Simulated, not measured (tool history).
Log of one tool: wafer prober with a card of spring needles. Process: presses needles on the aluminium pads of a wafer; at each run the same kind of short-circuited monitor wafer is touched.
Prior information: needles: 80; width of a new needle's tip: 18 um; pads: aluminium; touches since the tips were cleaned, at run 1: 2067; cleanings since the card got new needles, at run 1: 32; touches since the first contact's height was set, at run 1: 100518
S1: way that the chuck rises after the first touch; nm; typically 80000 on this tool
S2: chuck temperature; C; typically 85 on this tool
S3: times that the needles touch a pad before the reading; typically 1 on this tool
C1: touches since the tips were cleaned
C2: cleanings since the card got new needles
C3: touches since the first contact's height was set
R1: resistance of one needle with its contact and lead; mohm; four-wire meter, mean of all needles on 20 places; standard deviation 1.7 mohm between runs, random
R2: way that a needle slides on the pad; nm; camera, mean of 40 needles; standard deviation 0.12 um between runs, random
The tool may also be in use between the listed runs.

run,day,S1,S2,S3,C1,C2,C3,R1,R2
1,0,80000,85,1,2067,32,100518,248,18360
# day 0.208: tips cleaned on abrasive film
2,0.771,80000,68,1,2480,33,103895,248,18250
# day 0.854: tips cleaned on abrasive film
3,1.462,64000,85,1,2659,34,106897,297,14460
# day 1.583: tips cleaned on abrasive film
# day 2.3: tips cleaned on abrasive film
4,2.45,80000,93,1,667,36,111213,205,18190
# day 2.988: tips cleaned on abrasive film
5,3.383,80000,85,1,1724,37,115280,245,18140
# day 3.667: tips cleaned on abrasive film
# day 4.358: tips cleaned on abrasive film
6,4.571,69000,85,1,927,39,120461,234,15360
# day 5.029: tips cleaned on abrasive film
# day 5.646: tips cleaned on abrasive film
7,5.671,82000,85,1,101,41,125261,184,18600
# day 6.279: tips cleaned on abrasive film
8,6.738,82000,85,1,2021,42,129928,240,18550
# day 6.979: tips cleaned on abrasive film
# day 7.592: tips cleaned on abrasive film
9,8.067,82000,85,1,2085,44,135735,252,18420
# day 8.217: tips cleaned on abrasive film
# day 8.346: height of the first contact set anew
# day 8.862: tips cleaned on abrasive film
10,9.008,62000,85,1,633,46,2886,228,14490
# day 9.55: tips cleaned on abrasive film
11,9.675,80000,85,1,543,47,5788,202,18950
# day 10.258: tips cleaned on abrasive film
12,10.867,80000,85,1,2678,48,11015,253,18870
# day 10.938: tips cleaned on abrasive film
# day 11.667: tips cleaned on abrasive film
13,11.696,80000,85,1,131,50,14616,191,18740
# day 12.333: tips cleaned on abrasive film
14,12.908,89000,85,1,2522,51,19926,241,20880
# day 13.029: tips cleaned on abrasive film
# day 13.662: tips cleaned on abrasive film
15,14.088,80000,85,2,1861,53,25070,219,18770
# day 14.283: tips cleaned on abrasive film
# day 14.904: tips cleaned on abrasive film
16,15.412,86000,85,2,2223,55,30850,216,20020
# day 15.538: tips cleaned on abrasive film
# day 16.167: tips cleaned on abrasive film
# day 16.8: tips cleaned on abrasive film
17,16.8,86000,85,2,0,58,36888,183,20000
# day 17.475: tips cleaned on abrasive film
18,17.921,86000,85,2,1960,59,41794,215,19940
# day 18.121: tips cleaned on abrasive film
# day 18.746: tips cleaned on abrasive film
19,18.925,89000,85,2,790,61,46177,197,20790
# day 19.362: tips cleaned on abrasive film
# day 20.1: tips cleaned on abrasive film
20,20.1,89000,85,2,0,63,51295,183,20630
# day 20.762: tips cleaned on abrasive film
21,21.029,78000,71,2,1164,64,55349,204,18000
# day 21.396: tips cleaned on abrasive film
22,21.638,78000,71,2,1070,65,58019,207,17960
# day 22.096: tips cleaned on abrasive film
23,22.375,78000,71,2,1231,66,61238,209,18050
# day 22.717: tips cleaned on abrasive film
24,23.004,94000,85,1,1257,67,63979,214,21600
# day 23.412: tips cleaned on abrasive film
# day 24.033: tips cleaned on abrasive film
25,24.317,94000,30,2,1246,69,69705,189,21770
# day 24.692: tips cleaned on abrasive film
# day 25.338: tips cleaned on abrasive film
26,25.733,99000,114,1,1739,71,75892,221,22990
# day 26.05: tips cleaned on abrasive film
# day 26.671: tips cleaned on abrasive film
27,26.8,90000,88,3,567,73,80544,188,20410
# day 27.338: tips cleaned on abrasive film
# day 28.033: tips cleaned on abrasive film
28,28.033,80000,42,2,0,75,85922,178,18250
# day 28.667: tips cleaned on abrasive film
# day 29.404: tips cleaned on abrasive film
29,29.5,88000,42,2,415,77,92325,188,20130

Run 30 has not been measured yet. What should we expect?
# day 30.025: tips cleaned on abrasive film
30,30.521,80000,48,2,2165,78,96785,?,?

{"run 30": {"R1": 220, "R2": 18260}}
With the hidden condition absent and the run-to-run variation left alone, this run would have shown R1 170 mohm, R2 18840 nm.
